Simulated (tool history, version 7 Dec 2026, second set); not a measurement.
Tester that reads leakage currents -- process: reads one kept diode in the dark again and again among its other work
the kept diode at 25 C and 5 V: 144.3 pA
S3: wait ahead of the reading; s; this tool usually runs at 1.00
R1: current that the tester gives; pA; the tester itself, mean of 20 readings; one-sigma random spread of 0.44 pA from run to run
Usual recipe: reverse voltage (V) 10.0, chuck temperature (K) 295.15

Run 1, hour 0.0: usual settings. Result: R1 160.09 pA.
Run 2, hour 93.1: usual settings. Result: R1 159.74 pA.
Run 3, hour 239.9: usual settings. Result: R1 162.30 pA.
Run 4, hour 405.8: usual settings. Result: R1 162.82 pA.
Run 5, hour 577.4: usual settings. Result: R1 164.09 pA.
Run 6, hour 662.9: usual settings but S3 6.38 s. Result: R1 164.74 pA.
Run 7, hour 821.7: usual settings but S3 6.38 s. Result: R1 165.08 pA.
Run 8, hour 908.3: usual settings but S3 6.38 s. Result: R1 165.38 pA.
At hour 1069.8: probe card cleaned and baked.
Run 9, hour 1086.7: usual settings but reverse voltage (V) 7.8. Result: R1 137.66 pA.
Run 10, hour 1183.5: usual settings. Result: R1 150.14 pA.
Run 11, hour 1264.9: usual settings. Result: R1 150.65 pA.
Run 12, hour 1396.9: usual settings. Result: R1 152.28 pA.
At hour 1461.7: tester calibrated.
Run 13, hour 1502.2: usual settings. Result: R1 149.98 pA.
Run 14, hour 1672.4: usual settings. Result: R1 151.14 pA.
Run 15, hour 1839.6: usual settings. Result: R1 152.31 pA.
At hour 1921.7: chuck's temperature calibrated.
Run 16, hour 2012.0: usual settings. Result: R1 143.99 pA.
Run 17, hour 2137.9: usual settings. Result: R1 146.17 pA.
At hour 2204.2: tester calibrated, once more.
Run 18, hour 2316.8: usual settings. Result: R1 152.18 pA.
Run 19, hour 2395.6: usual settings. Result: R1 151.58 pA.
Run 20, hour 2490.0: usual settings. Result: R1 153.25 pA.
Run 21, hour 2597.6: usual settings. Result: R1 153.48 pA.
Run 22, hour 2744.5: usual settings. Result: R1 155.62 pA.
Run 23, hour 2892.1: usual settings but S3 0.42 s. Result: R1 157.12 pA.
Run 24, hour 2993.1: usual settings but S3 0.42 s. Result: R1 156.77 pA.
Run 25, hour 3106.8: usual settings but chuck temperature (K) 298.15. Result: R1 194.82 pA.
Run 26, hour 3223.4: usual settings but reverse voltage (V) 8.7, chuck temperature (K) 321.15. Result: R1 890.29 pA.
Run 27, hour 3317.7: usual settings but reverse voltage (V) 8.7, chuck temperature (K) 321.15. Result: R1 888.59 pA.
Run 28, hour 3397.1: usual settings but S3 0.75 s. Result: R1 158.73 pA.
Run 29, hour 3485.5: usual settings but reverse voltage (V) 3.2, S3 2.60 s. Result: R1 106.03 pA.
Run 30, hour 3570.3: usual settings but reverse voltage (V) 3.2, S3 2.60 s. Result: R1 106.62 pA.
Run 31, hour 3658.5: usual settings but S3 0.46 s. Result: R1 161.72 pA.
Run 32, hour 3791.8: usual settings but S3 0.46 s. Result: R1 162.68 pA.
Run 33, hour 3876.7: usual settings but S3 4.98 s. Result: R1 160.36 pA.
Run 34, hour 3959.4: usual settings but reverse voltage (V) 6.8, chuck temperature (K) 303.15, S3 0.65 s. Result: R1 251.00 pA.
Run 35, hour 4116.2: usual settings but reverse voltage (V) 6.8, chuck temperature (K) 303.15, S3 0.65 s. Result: R1 250.69 pA.
At hour 4184.8: chuck's temperature calibrated.
Run 36, hour 4290.0: usual settings but reverse voltage (V) 5.1, chuck temperature (K) 328.15, S3 1.07 s. Result: R1 1120.24 pA.
Run 37, hour 4400.3: usual settings but chuck temperature (K) 325.15, S3 3.41 s. Result: R1 1166.93 pA.
Run 38, hour 4565.3: usual settings but chuck temperature (K) 325.15, S3 3.41 s. Result: R1 1166.03 pA.
Run 39, hour 4689.0: usual settings but chuck temperature (K) 325.15, S3 3.41 s. Result: R1 1170.58 pA.

Some steps in R1 between neighbouring runs. How much of each would the tool show without its hidden state too (settings, what came in, random variation), and how much is left for the hidden state, with any gauge scatter that isn't in both results?
Unlogged tool condition in this case: stray current of the dirty probe card, pA a volt; current scale over the true one, %; true chuck temperature over the reading, C; drift of the gauge itself on leakage_pa, %.
Run 25 -> 26: reverse voltage (V) 10.0 -> 8.7, chuck temperature (K) 298.15 -> 321.15. R1 +695.47 pA: hidden state +19.71, all else +675.76.
Run 27 -> 28: reverse voltage (V) 8.7 -> 10.0, chuck temperature (K) 321.15 -> 295.15, S3 1.00 -> 0.75. R1 -729.86 pA: hidden state -20.60, all else -709.26.
Run 35 -> 36: reverse voltage (V) 6.8 -> 5.1, chuck temperature (K) 303.15 -> 328.15, S3 0.65 -> 1.07, chuck's temperature calibrated. R1 +869.55 pA: hidden state -23.45, all else +893.00.
